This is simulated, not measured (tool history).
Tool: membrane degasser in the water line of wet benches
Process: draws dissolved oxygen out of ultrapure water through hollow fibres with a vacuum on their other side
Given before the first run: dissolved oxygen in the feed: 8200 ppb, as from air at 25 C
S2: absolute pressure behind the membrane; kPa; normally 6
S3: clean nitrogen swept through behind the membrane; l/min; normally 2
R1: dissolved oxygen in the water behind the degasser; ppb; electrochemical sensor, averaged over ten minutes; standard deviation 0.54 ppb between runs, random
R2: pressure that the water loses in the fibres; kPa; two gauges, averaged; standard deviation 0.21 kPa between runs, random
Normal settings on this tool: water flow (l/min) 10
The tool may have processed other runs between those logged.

run 1 day=0 | water_flow_(l/min)=10 S2=6 S3=2 | R1=45.1 R2=49.47
run 2 day=1.788 | water_flow_(l/min)=10 S2=6 S3=2 | R1=44.7 R2=49.43
run 3 day=3.521 | water_flow_(l/min)=10 S2=6 S3=2 | R1=43.7 R2=49.73
run 4 day=5.108 | water_flow_(l/min)=10 S2=6 S3=2 | R1=44.5 R2=49.79
run 5 day=6.325 | water_flow_(l/min)=10 S2=6 S3=2 | R1=45.5 R2=49.11
run 6 day=8.879 | water_flow_(l/min)=10 S2=6 S3=2 | R1=44.7 R2=49.28
run 7 day=10.083 | water_flow_(l/min)=10 S2=6 S3=2 | R1=44 R2=49.72
run 8 day=12.279 | water_flow_(l/min)=10 S2=6 S3=2 | R1=44.7 R2=49.55
run 9 day=13.533 | water_flow_(l/min)=7 S2=6 S3=2 | R1=25.1 R2=34.58
run 10 day=16.321 | water_flow_(l/min)=7 S2=6 S3=2 | R1=25.8 R2=34.52
run 11 day=18.846 | water_flow_(l/min)=10 S2=6 S3=1.5 | R1=55.5 R2=48.64
run 12 day=20.05 | water_flow_(l/min)=10 S2=6 S3=1.66 | R1=50.3 R2=49.34
run 13 day=22.117 | water_flow_(l/min)=10 S2=6 S3=1.66 | R1=51.4 R2=48.53
run 14 day=23.304 | water_flow_(l/min)=10 S2=6 S3=1.66 | R1=50.9 R2=49.16
run 15 day=25.575 | water_flow_(l/min)=10 S2=6.12 S3=2 | R1=45.7 R2=48.92
run 16 day=26.762 | water_flow_(l/min)=12 S2=14.64 S3=1.79 | R1=207.3 R2=58.53
run 17 day=29.05 | water_flow_(l/min)=8 S2=6 S3=1.95 | R1=30.9 R2=39.05
run 18 day=30.717 | water_flow_(l/min)=10 S2=6.32 S3=2 | R1=48.7 R2=48.63
run 19 day=32.279 | water_flow_(l/min)=15 S2=6.32 S3=0.82 | R1=197 R2=72.75
-- day=33.212 gauge calibrated
run 20 day=33.729 | water_flow_(l/min)=15 S2=12.11 S3=0.86 | R1=410.4 R2=74.5
run 21 day=36.038 | water_flow_(l/min)=15 S2=12.11 S3=0.86 | R1=412.8 R2=74.19
run 22 day=37.883 | water_flow_(l/min)=15 S2=12.11 S3=0.86 | R1=409.6 R2=74.57
run 23 day=40.117 | water_flow_(l/min)=15 S2=12.11 S3=0.86 | R1=409.1 R2=73.95
run 24 day=41.275 | water_flow_(l/min)=7 S2=9.6 S3=2.16 | R1=51.8 R2=34.59
run 25 day=43.271 | water_flow_(l/min)=7 S2=8.99 S3=0.85 | R1=112.5 R2=34.77
run 26 day=44.992 | water_flow_(l/min)=8 S2=6 S3=0.83 | R1=66.9 R2=39.57
run 27 day=46.388 | water_flow_(l/min)=12 S2=4.07 S3=3.5 | R1=35.3 R2=59.39

Below are 4 alternative next runs, each starting from the tool's condition after run 27. Predict each:
run A day=48.579 | water_flow_(l/min)=12 S2=4.07 S3=5.92 | R1=? R2=?
run B day=48.579 | water_flow_(l/min)=15 S2=4.65 S3=3.8 | R1=? R2=?
run C day=48.579 | water_flow_(l/min)=12 S2=4.07 S3=1.03 | R1=? R2=?
run D day=48.579 | water_flow_(l/min)=8 S2=5.01 S3=1.08 | R1=? R2=?

run=A R1=31.9 R2=59.19
run=B R1=90.1 R2=73.83
run=C R1=50.8 R2=59.15
run=D R1=35.6 R2=39.62
Without the tool's unlogged condition, the same runs would have read:
run=A R1=31.9 R2=59.95
run=B R1=89.9 R2=74.79
run=C R1=50.7 R2=59.91
run=D R1=35.5 R2=40.13
